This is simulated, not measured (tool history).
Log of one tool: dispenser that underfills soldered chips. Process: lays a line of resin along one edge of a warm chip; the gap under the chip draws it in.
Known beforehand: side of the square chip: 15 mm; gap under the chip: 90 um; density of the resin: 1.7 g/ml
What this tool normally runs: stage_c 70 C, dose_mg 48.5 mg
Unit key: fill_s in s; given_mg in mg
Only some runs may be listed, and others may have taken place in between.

run  hour  stage_c  dose_mg  fill_s  given_mg
  1     0       70     48.5    41.6      47.6
      3.9  -- new syringe of resin
  2   6.9       70     48.5    40.8     47.75
     12.3  -- new syringe of resin
  3  13.9       70     48.5    37.8     47.51
  4  17.2       70     51.9    42.4     50.53
     20.7  -- new syringe of resin
  5    23       70     51.9    38.8      51.1
  6  26.4       70     51.9    42.6     50.47
     29.2  -- new syringe of resin
  7  32.8       70     51.9    40.6     50.71
     37.6  -- new syringe of resin
  8    38       70     51.9    36.5     50.73
  9  45.2       64     47.5      63     45.94
     46.2  -- new syringe of resin
 10  51.4       64     47.5    58.9     46.28
     54.9  -- new syringe of resin
 11  58.4       64     47.5      55     46.48
     63.3  -- new syringe of resin
 12  64.9       58     61.7    67.2     59.43
 13  68.4       70     55.4    41.6     53.55
     71.4  -- dispensing valve cleaned and set on the balance
     72.7  -- new syringe of resin
 14  73.6       81     45.1    22.5     44.86
 15    79       60     53.9    72.5     53.82

What if the next run were any one of these 5? Each begins from the tool's condition after run 15:
     81.5  -- new syringe of resin
  A  84.3       62     53.3       ?         ?
     81.5  -- new syringe of resin
  B  84.3       65     45.8       ?         ?
     81.5  -- new syringe of resin
  C  84.3       62     48.5       ?         ?
     81.5  -- new syringe of resin
  D  84.3       78     59.7       ?         ?
     81.5  -- new syringe of resin
  E  84.3       75     46.3       ?         ?

run  fill_s  given_mg
  A    58.2     52.87
  B    51.2     45.68
  C      60     48.16
  D    26.2     59.92
  E    31.1      45.8
Had the tool no hidden state, the same runs would have come out as:
run  fill_s  given_mg
  A    53.5     53.04
  B    47.1     45.83
  C    55.2     48.32
  D    24.1     60.11
  E    28.5     45.95
